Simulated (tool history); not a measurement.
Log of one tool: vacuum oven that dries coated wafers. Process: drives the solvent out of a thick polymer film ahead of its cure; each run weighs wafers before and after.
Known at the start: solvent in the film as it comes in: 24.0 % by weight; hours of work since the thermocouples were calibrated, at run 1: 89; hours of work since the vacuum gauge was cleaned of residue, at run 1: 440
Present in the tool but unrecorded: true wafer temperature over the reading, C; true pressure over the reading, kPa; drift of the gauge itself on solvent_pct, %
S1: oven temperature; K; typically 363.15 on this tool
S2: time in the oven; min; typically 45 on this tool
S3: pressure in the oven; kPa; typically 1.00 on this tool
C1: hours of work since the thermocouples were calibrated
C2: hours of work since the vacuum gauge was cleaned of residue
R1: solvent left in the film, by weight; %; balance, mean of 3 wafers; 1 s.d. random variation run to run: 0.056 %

run 1 hour=0.0 | S1=363.15 S2=45 S3=1.00 | C1=89 C2=440 | R1=2.61
run 2 hour=28.9 | S1=363.15 S2=45 S3=2.76 | C1=111 C2=461 | R1=3.93
run 3 hour=55.7 | S1=363.15 S2=45 S3=2.76 | C1=130 C2=481 | R1=4.17
run 4 hour=77.5 | S1=363.15 S2=70 S3=1.00 | C1=146 C2=497 | R1=1.36
run 5 hour=94.0 | S1=363.15 S2=45 S3=1.00 | C1=159 C2=509 | R1=2.76
run 6 hour=118.5 | S1=363.15 S2=45 S3=1.00 | C1=177 C2=527 | R1=2.80
run 7 hour=143.1 | S1=363.15 S2=45 S3=1.34 | C1=195 C2=545 | R1=2.97
run 8 hour=157.2 | S1=363.15 S2=45 S3=1.00 | C1=205 C2=556 | R1=2.80
run 9 hour=185.5 | S1=353.15 S2=45 S3=1.00 | C1=226 C2=577 | R1=5.60
run 10 hour=199.6 | S1=348.15 S2=45 S3=1.00 | C1=236 C2=587 | R1=7.32
run 11 hour=221.6 | S1=349.15 S2=45 S3=2.09 | C1=252 C2=603 | R1=8.17
run 12 hour=248.8 | S1=367.15 S2=73 S3=2.12 | C1=272 C2=623 | R1=1.95
run 13 hour=262.4 | S1=367.15 S2=73 S3=2.12 | C1=283 C2=633 | R1=2.11
run 14 hour=279.1 | S1=365.15 S2=44 S3=3.08 | C1=295 C2=645 | R1=4.13
run 15 hour=299.1 | S1=365.15 S2=44 S3=3.08 | C1=309 C2=660 | R1=4.05
run 16 hour=320.0 | S1=365.15 S2=44 S3=3.08 | C1=325 C2=676 | R1=4.13
run 17 hour=341.3 | S1=369.15 S2=44 S3=1.00 | C1=341 C2=691 | R1=1.81
run 18 hour=356.7 | S1=369.15 S2=44 S3=1.00 | C1=352 C2=703 | R1=1.87
run 19 hour=376.1 | S1=369.15 S2=35 S3=2.72 | C1=366 C2=717 | R1=3.67
run 20 hour=392.0 | S1=367.15 S2=45 S3=1.31 | C1=378 C2=729 | R1=2.20

Below are 4 alternative next runs, each starting from the tool's condition after run 20. Predict each:
run A hour=410.8 | S1=367.15 S2=78 S3=0.93 | C1=392 C2=742 | R1=?
run B hour=410.8 | S1=367.15 S2=72 S3=1.31 | C1=392 C2=742 | R1=?
run C hour=410.8 | S1=348.15 S2=24 S3=1.68 | C1=392 C2=742 | R1=?
run D hour=410.8 | S1=353.15 S2=45 S3=0.76 | C1=392 C2=742 | R1=?

run=A R1=1.04
run=B R1=1.52
run=C R1=12.34
run=D R1=5.50
Take away the tool's hidden state, keep each run's random variation, and the runs would have read:
run=A R1=0.75
run=B R1=1.23
run=C R1=11.93
run=D R1=5.04
